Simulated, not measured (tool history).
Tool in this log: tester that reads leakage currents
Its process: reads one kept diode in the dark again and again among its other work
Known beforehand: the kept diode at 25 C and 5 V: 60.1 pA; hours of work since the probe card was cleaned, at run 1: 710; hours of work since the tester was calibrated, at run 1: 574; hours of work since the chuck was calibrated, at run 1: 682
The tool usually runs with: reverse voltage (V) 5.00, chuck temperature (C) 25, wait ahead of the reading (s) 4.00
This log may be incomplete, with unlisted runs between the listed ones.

| run | hour | reverse voltage (V) | chuck temperature (C) | wait ahead of the reading (s) | hours of work since the probe card was cleaned | hours of work since the tester was calibrated | hours of work since the chuck was calibrated | current that the tester gives (pA) |
|---|---|---|---|---|---|---|---|---|
| 1 | 0.0 | 5.00 | 25 | 4.00 | 710 | 574 | 682 | 64.81 |
| 2 | 29.6 | 5.00 | 25 | 4.00 | 727 | 592 | 699 | 65.49 |
| 3 | 58.3 | 5.00 | 25 | 4.00 | 744 | 609 | 716 | 65.43 |
| 4 | 90.5 | 5.00 | 25 | 4.00 | 764 | 628 | 736 | 65.67 |
| 5 | 112.0 | 8.36 | 25 | 4.00 | 776 | 641 | 748 | 85.22 |
| 6 | 126.9 | 5.00 | 25 | 4.00 | 785 | 650 | 757 | 65.81 |
| 7 | 143.3 | 5.00 | 31 | 4.00 | 795 | 660 | 767 | 101.81 |
| 8 | 158.5 | 5.00 | 25 | 4.00 | 804 | 669 | 776 | 66.01 |
| 9 | 172.8 | 5.00 | 25 | 4.00 | 813 | 677 | 785 | 65.96 |
| 10 | 191.3 | 5.00 | 49 | 4.00 | 824 | 688 | 796 | 373.69 |
| 11 | 211.7 | 5.00 | 49 | 4.00 | 836 | 701 | 808 | 373.69 |
| 12 | 240.5 | 9.20 | 25 | 4.00 | 853 | 718 | 825 | 90.79 |
| 13 | 254.8 | 9.20 | 25 | 4.00 | 862 | 726 | 834 | 90.75 |
| 14 | 273.4 | 5.00 | 25 | 4.00 | 873 | 738 | 845 | 66.49 |
| 15 | 290.4 | 5.00 | 25 | 6.45 | 883 | 748 | 855 | 66.20 |
| 16 | 321.2 | 2.11 | 25 | 4.00 | 901 | 766 | 873 | 43.51 |
| 17 | 344.3 | 2.11 | 25 | 4.00 | 915 | 780 | 887 | 43.70 |
| 18 | 374.1 | 2.11 | 25 | 4.00 | 933 | 798 | 905 | 43.75 |
| 19 | 397.8 | 4.69 | 25 | 4.00 | 947 | 812 | 919 | 64.60 |
| 20 | 425.0 | 5.00 | 25 | 4.00 | 963 | 828 | 935 | 67.21 |
| 21 | 447.2 | 5.00 | 25 | 5.28 | 977 | 841 | 949 | 67.02 |
| 22 | 480.8 | 9.18 | 33 | 0.54 | 997 | 861 | 969 | 159.97 |
|  | 501.0 | probe card cleaned and baked |
| 23 | 506.1 | 5.00 | 25 | 0.84 | 3 | 875 | 982 | 54.49 |
| 24 | 535.8 | 5.00 | 25 | 0.84 | 21 | 892 | 1000 | 54.77 |

Expected results for the next run?
| 25 | 558.6 | 2.90 | 40 | 0.84 | 34 | 906 | 1013 | ? |

current that the tester gives (pA): 146.51
Minus the tool's unlogged condition, the same run would have read current that the tester gives (pA) 162.46.
